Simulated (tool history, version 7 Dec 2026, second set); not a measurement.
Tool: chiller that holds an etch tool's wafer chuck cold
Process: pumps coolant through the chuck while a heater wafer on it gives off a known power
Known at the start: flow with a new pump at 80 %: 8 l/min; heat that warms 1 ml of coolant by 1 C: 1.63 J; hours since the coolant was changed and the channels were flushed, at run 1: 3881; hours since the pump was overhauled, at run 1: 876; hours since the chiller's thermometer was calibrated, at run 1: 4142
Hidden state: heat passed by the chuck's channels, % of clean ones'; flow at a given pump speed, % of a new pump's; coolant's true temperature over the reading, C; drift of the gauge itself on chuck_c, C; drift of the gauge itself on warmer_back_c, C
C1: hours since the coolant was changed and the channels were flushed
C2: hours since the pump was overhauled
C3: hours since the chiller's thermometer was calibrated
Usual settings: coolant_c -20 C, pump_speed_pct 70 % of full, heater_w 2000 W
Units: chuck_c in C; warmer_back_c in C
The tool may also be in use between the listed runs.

run 1 hour=0 | coolant_c=-20 pump_speed_pct=70 heater_w=2000 | C1=3881 C2=876 C3=4142 | chuck_c=1.8 warmer_back_c=10.7
run 2 hour=17.9 | coolant_c=-20 pump_speed_pct=70 heater_w=2000 | C1=3899 C2=894 C3=4160 | chuck_c=1.7 warmer_back_c=10.78
run 3 hour=39.4 | coolant_c=-20 pump_speed_pct=70 heater_w=2000 | C1=3920 C2=915 C3=4182 | chuck_c=1.9 warmer_back_c=10.8
run 4 hour=63.1 | coolant_c=-20 pump_speed_pct=70 heater_w=2000 | C1=3944 C2=939 C3=4205 | chuck_c=1.6 warmer_back_c=10.69
run 5 hour=88.9 | coolant_c=-20 pump_speed_pct=70 heater_w=2000 | C1=3970 C2=965 C3=4231 | chuck_c=1.7 warmer_back_c=10.71
run 6 hour=117.3 | coolant_c=-20 pump_speed_pct=70 heater_w=2000 | C1=3998 C2=993 C3=4259 | chuck_c=1.7 warmer_back_c=10.79
run 7 hour=148.4 | coolant_c=-20 pump_speed_pct=70 heater_w=2000 | C1=4030 C2=1024 C3=4291 | chuck_c=1.9 warmer_back_c=10.71
run 8 hour=161.4 | coolant_c=-20 pump_speed_pct=70 heater_w=1729 | C1=4042 C2=1037 C3=4303 | chuck_c=-1.1 warmer_back_c=9.32
run 9 hour=181.9 | coolant_c=-20 pump_speed_pct=70 heater_w=1729 | C1=4063 C2=1058 C3=4324 | chuck_c=-1.2 warmer_back_c=9.23
run 10 hour=208.6 | coolant_c=-20 pump_speed_pct=70 heater_w=1729 | C1=4090 C2=1084 C3=4351 | chuck_c=-1.2 warmer_back_c=9.25
run 11 hour=225.3 | coolant_c=-20 pump_speed_pct=70 heater_w=1729 | C1=4106 C2=1101 C3=4367 | chuck_c=-1.3 warmer_back_c=9.28
run 12 hour=254.5 | coolant_c=-20 pump_speed_pct=70 heater_w=1729 | C1=4136 C2=1130 C3=4397 | chuck_c=-1.1 warmer_back_c=9.28
run 13 hour=269.9 | coolant_c=-20 pump_speed_pct=70 heater_w=1729 | C1=4151 C2=1146 C3=4412 | chuck_c=-1.2 warmer_back_c=9.31
-- hour=272.4 chiller's thermometer calibrated
run 14 hour=299.5 | coolant_c=-20 pump_speed_pct=70 heater_w=1729 | C1=4180 C2=1174 C3=27 | chuck_c=-1.3 warmer_back_c=9.29
run 15 hour=327.3 | coolant_c=-20 pump_speed_pct=70 heater_w=1729 | C1=4207 C2=1202 C3=55 | chuck_c=-1.4 warmer_back_c=9.31
run 16 hour=356.1 | coolant_c=-20 pump_speed_pct=66 heater_w=1729 | C1=4236 C2=1231 C3=84 | chuck_c=-0.5 warmer_back_c=9.86

Run 17 comes next. What will it give?
run 17 hour=373.6 | coolant_c=-16 pump_speed_pct=81 heater_w=2000 | C1=4254 C2=1248 C3=101 | chuck_c=? warmer_back_c=?

chuck_c: 3.9 C
warmer_back_c: 9.34 C
Without the tool's hidden state the same run would have given chuck_c 2.7 C, warmer_back_c 9.13 C.

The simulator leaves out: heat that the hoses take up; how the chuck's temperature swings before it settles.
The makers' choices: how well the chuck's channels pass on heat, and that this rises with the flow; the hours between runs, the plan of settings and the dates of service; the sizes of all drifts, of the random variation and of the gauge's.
